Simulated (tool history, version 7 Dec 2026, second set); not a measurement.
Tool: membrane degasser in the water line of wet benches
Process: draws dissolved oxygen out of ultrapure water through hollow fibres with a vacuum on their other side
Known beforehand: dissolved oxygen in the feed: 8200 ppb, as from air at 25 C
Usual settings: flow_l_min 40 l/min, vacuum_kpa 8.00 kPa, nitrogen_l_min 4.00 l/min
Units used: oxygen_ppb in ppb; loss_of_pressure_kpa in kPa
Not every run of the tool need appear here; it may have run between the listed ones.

{"run": 1, "hour": 0.0, "flow_l_min": 40, "vacuum_kpa": 8.0, "nitrogen_l_min": 4.0, "oxygen_ppb": 148.0, "loss_of_pressure_kpa": 43.66}
{"run": 2, "hour": 249.2, "flow_l_min": 40, "vacuum_kpa": 8.0, "nitrogen_l_min": 5.91, "oxygen_ppb": 113.4, "loss_of_pressure_kpa": 43.45}
{"hour": 306.1, "done": "seals of the vacuum lines changed"}
{"run": 3, "hour": 369.5, "flow_l_min": 40, "vacuum_kpa": 8.0, "nitrogen_l_min": 4.15, "oxygen_ppb": 145.5, "loss_of_pressure_kpa": 43.63}
{"run": 4, "hour": 513.0, "flow_l_min": 40, "vacuum_kpa": 8.0, "nitrogen_l_min": 4.15, "oxygen_ppb": 146.1, "loss_of_pressure_kpa": 43.76}
{"run": 5, "hour": 637.1, "flow_l_min": 40, "vacuum_kpa": 8.0, "nitrogen_l_min": 4.15, "oxygen_ppb": 146.4, "loss_of_pressure_kpa": 43.47}
{"run": 6, "hour": 797.9, "flow_l_min": 40, "vacuum_kpa": 8.0, "nitrogen_l_min": 3.51, "oxygen_ppb": 165.9, "loss_of_pressure_kpa": 43.73}
{"run": 7, "hour": 911.0, "flow_l_min": 40, "vacuum_kpa": 8.0, "nitrogen_l_min": 3.51, "oxygen_ppb": 166.8, "loss_of_pressure_kpa": 43.6}
{"run": 8, "hour": 1181.4, "flow_l_min": 40, "vacuum_kpa": 8.0, "nitrogen_l_min": 8.29, "oxygen_ppb": 92.2, "loss_of_pressure_kpa": 43.33}
{"run": 9, "hour": 1324.1, "flow_l_min": 40, "vacuum_kpa": 18.98, "nitrogen_l_min": 8.39, "oxygen_ppb": 215.1, "loss_of_pressure_kpa": 43.69}
{"run": 10, "hour": 1594.4, "flow_l_min": 40, "vacuum_kpa": 7.91, "nitrogen_l_min": 2.84, "oxygen_ppb": 189.1, "loss_of_pressure_kpa": 43.73}
{"run": 11, "hour": 1850.0, "flow_l_min": 55, "vacuum_kpa": 15.06, "nitrogen_l_min": 1.92, "oxygen_ppb": 759.2, "loss_of_pressure_kpa": 60.49}
{"run": 12, "hour": 2106.2, "flow_l_min": 55, "vacuum_kpa": 15.06, "nitrogen_l_min": 1.92, "oxygen_ppb": 774.8, "loss_of_pressure_kpa": 60.04}
{"run": 13, "hour": 2298.8, "flow_l_min": 59, "vacuum_kpa": 5.57, "nitrogen_l_min": 4.0, "oxygen_ppb": 204.9, "loss_of_pressure_kpa": 65.22}
{"run": 14, "hour": 2549.7, "flow_l_min": 59, "vacuum_kpa": 5.57, "nitrogen_l_min": 4.0, "oxygen_ppb": 201.6, "loss_of_pressure_kpa": 65.01}
{"run": 15, "hour": 2764.5, "flow_l_min": 51, "vacuum_kpa": 5.32, "nitrogen_l_min": 1.65, "oxygen_ppb": 222.6, "loss_of_pressure_kpa": 55.92}
{"run": 16, "hour": 2890.2, "flow_l_min": 38, "vacuum_kpa": 19.17, "nitrogen_l_min": 7.51, "oxygen_ppb": 225.9, "loss_of_pressure_kpa": 41.64}

Each row is a separate what-if for the run after 16, all from the same tool condition, not one after another. Results?
{"hour": 3001.5, "done": "vacuum gauge calibrated"}
{"run": "A", "hour": 3070.3, "flow_l_min": 40, "vacuum_kpa": 8.0, "nitrogen_l_min": 2.03, "oxygen_ppb": "?", "loss_of_pressure_kpa": "?"}
{"hour": 3001.5, "done": "vacuum gauge calibrated"}
{"run": "B", "hour": 3070.3, "flow_l_min": 44, "vacuum_kpa": 11.1, "nitrogen_l_min": 4.91, "oxygen_ppb": "?", "loss_of_pressure_kpa": "?"}
{"hour": 3001.5, "done": "vacuum gauge calibrated"}
{"run": "C", "hour": 3070.3, "flow_l_min": 38, "vacuum_kpa": 19.17, "nitrogen_l_min": 9.74, "oxygen_ppb": "?", "loss_of_pressure_kpa": "?"}

run=A oxygen_ppb=241.0 loss_of_pressure_kpa=44.06
run=B oxygen_ppb=217.0 loss_of_pressure_kpa=48.72
run=C oxygen_ppb=181.8 loss_of_pressure_kpa=41.91
With no hidden state in the tool, these same runs would have given:
run=A oxygen_ppb=231.1 loss_of_pressure_kpa=41.27
run=B oxygen_ppb=202.6 loss_of_pressure_kpa=45.62
run=C oxygen_ppb=172.0 loss_of_pressure_kpa=39.25
